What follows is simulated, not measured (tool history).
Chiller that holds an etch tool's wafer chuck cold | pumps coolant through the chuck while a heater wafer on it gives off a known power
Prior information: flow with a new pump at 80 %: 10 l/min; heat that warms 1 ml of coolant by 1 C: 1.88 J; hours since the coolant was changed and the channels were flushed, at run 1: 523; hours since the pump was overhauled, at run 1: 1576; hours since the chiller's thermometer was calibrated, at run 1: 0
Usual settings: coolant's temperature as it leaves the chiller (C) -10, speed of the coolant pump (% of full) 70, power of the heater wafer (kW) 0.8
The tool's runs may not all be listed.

run	hour	coolant's temperature as it leaves the chiller (C)	speed of the coolant pump (% of full)	power of the heater wafer (kW)	hours since the coolant was changed and the channels were flushed	hours since the pump was overhauled	hours since the chiller's thermometer was calibrated	chuck's temperature once it has settled (C)	how much warmer the coolant comes back (C)
1	0	-10	70	0.8	523	1576	0	1.5	3.13
2	229.8	-10	70	0.8	753	1805	230	1.5	3.17
3	455.5	-10	70	0.682	979	2031	456	0.3	2.78
4	621.1	-10	70	0.8	1144	2197	621	2.1	3.27
5	823.9	-10	70	0.8	1347	2400	824	2.2	3.3
# hour 843: coolant pump overhauled
6	952.9	-13	93	0.8	1471	110	948	-3	2.56

Run 7, settings as shown, results not yet in. Your forecast:
7	1117.9	-10	85	0.815	1636	275	1113	?	?

Logged for run 7: chuck's temperature once it has settled (C) 1.2, how much warmer the coolant comes back (C) 2.9.
The same run, on a tool lacking any hidden state, would have yielded chuck's temperature once it has settled (C) -1, how much warmer the coolant comes back (C) 2.47.

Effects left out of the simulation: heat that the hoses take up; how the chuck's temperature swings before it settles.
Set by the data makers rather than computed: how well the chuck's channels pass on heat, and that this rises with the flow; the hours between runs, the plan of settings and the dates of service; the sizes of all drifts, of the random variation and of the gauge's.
